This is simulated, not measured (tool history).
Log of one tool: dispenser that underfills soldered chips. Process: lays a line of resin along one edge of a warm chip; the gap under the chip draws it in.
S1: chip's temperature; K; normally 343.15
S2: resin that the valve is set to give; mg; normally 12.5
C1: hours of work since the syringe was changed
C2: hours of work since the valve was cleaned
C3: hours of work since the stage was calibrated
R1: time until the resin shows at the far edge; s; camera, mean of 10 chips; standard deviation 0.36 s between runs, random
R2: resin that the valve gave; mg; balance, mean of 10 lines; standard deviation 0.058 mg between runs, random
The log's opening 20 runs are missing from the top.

run   hour      S1    S2  C1  C2   C3    R1     R2
      87.2  -- new syringe of resin
 21   87.8  331.15  12.5   0  68  119  33.8  12.08
 22   90.6  333.15  13.8   3  70  122  34.2   13.3
 23   94.4  333.15  13.8   5  73  124  40.7  13.31
      96.1  -- new syringe of resin
      98.7  -- dispensing valve cleaned and set on the balance
 24  100.5  333.15  13.8   3   1  128    35  13.87
 25    104  333.15  13.8   5   4  131  40.3  13.86
     106.2  -- new syringe of resin
 26    107  333.15  13.8   1   6  133  29.7  13.85
 27  110.6  333.15  13.4   3   9  136  35.8   13.5
 28  113.6  350.15    16   6  11  138    20  15.96
       115  -- new syringe of resin
 29  118.3  350.15    16   3  15  141  16.9  16.01
 30  122.3  350.15  11.7   6  18  144    21  11.61
     123.8  -- new syringe of resin
 31  125.9  356.15  13.7   2  20  147  13.4   13.7
 32  128.3  356.15  13.7   3  22  149  14.8  13.64
     132.9  -- new syringe of resin
 33  133.2  333.15    13   0  25  152  30.3   12.9
 34  138.3  333.15    13   4  29  156  37.6  12.94
       142  -- new syringe of resin
 35  142.6  336.15    13   0  32  159  26.4  12.83
 36    148  345.15  13.1   5  37  163  23.9  12.93
     151.3  -- new syringe of resin
 37  151.4  345.15  13.1   0  39  166  18.2   12.9

Below are 3 alternative next runs, each starting from the tool's condition after run 37. Predict each:
  A  155.6  343.15  15.1   3  42  169   ?   ?
  B  155.6  345.15  11.2   3  42  169   ?   ?
  C  155.6  333.15  11.3   3  42  169   ?   ?

run    R1     R2
  A  23.4  14.95
  B  22.6  11.02
  C  35.6  11.08
The same runs, with their run-to-run variation unchanged, on a tool lacking any hidden condition would have given:
run    R1     R2
  A  19.7  15.14
  B  18.9  11.17
  C  29.8  11.22
